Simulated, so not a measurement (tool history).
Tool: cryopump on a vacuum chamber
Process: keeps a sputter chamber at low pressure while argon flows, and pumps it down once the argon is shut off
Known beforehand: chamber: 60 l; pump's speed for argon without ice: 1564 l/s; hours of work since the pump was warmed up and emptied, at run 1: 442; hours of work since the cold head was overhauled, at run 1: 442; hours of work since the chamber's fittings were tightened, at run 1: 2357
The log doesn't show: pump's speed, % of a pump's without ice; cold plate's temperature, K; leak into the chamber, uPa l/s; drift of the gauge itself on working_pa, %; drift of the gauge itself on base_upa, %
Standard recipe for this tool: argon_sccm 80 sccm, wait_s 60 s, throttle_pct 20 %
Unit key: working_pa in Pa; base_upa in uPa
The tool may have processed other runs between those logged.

run	hour	argon_sccm	wait_s	throttle_pct	hours of work since the pump was warmed up and emptied	hours of work since the cold head was overhauled	hours of work since the chamber's fittings were tightened	working_pa	base_upa
1	0	80	60	20	442	442	2357	0.4461	2.38
2	23.5	80	60	20	452	452	2368	0.4433	2.34
3	38.7	80	111	20	459	459	2375	0.4447	1.69
4	61.2	80	111	20	470	470	2385	0.4453	1.68
5	91.1	80	60	20	484	484	2399	0.4421	2.39
6	120.9	80	60	20	497	497	2413	0.4448	2.43
7	143.9	80	60	20	508	508	2423	0.4449	2.38
8	164.9	150	60	20	517	517	2433	0.8327	2.37
9	190.2	150	60	20	529	529	2444	0.8354	2.41
10	213.5	147	60	20	540	540	2455	0.8222	2.33
11	241.7	80	84	20	553	553	2468	0.4441	1.92
12	259.9	80	262	20	561	561	2477	0.4426	1.29
13	274.8	80	262	20	568	568	2483	0.4412	1.27
14	297.7	80	262	20	579	579	2494	0.4479	1.28
15	325.4	80	60	20	591	591	2507	0.446	2.4
16	345.7	80	60	20	601	601	2516	0.4462	2.48
17	379.1	80	60	20	616	616	2531	0.4461	2.43
18	413.7	40	53	43	632	632	2547	0.1082	2.59
19	428.2	58	32	44	639	639	2554	0.153	3.64
20	454.2	41	60	41	651	651	2566	0.1165	2.45

Run 21, settings as shown, results not yet in. Your forecast:
21	473.6	51	31	19	660	660	2575	?	?

Run 21 yielded working_pa 0.301 Pa, base_upa 3.79 uPa.
On a tool with no hidden condition, and with the same random variation, this run would have come out at working_pa 0.2908 Pa, base_upa 2.98 uPa.
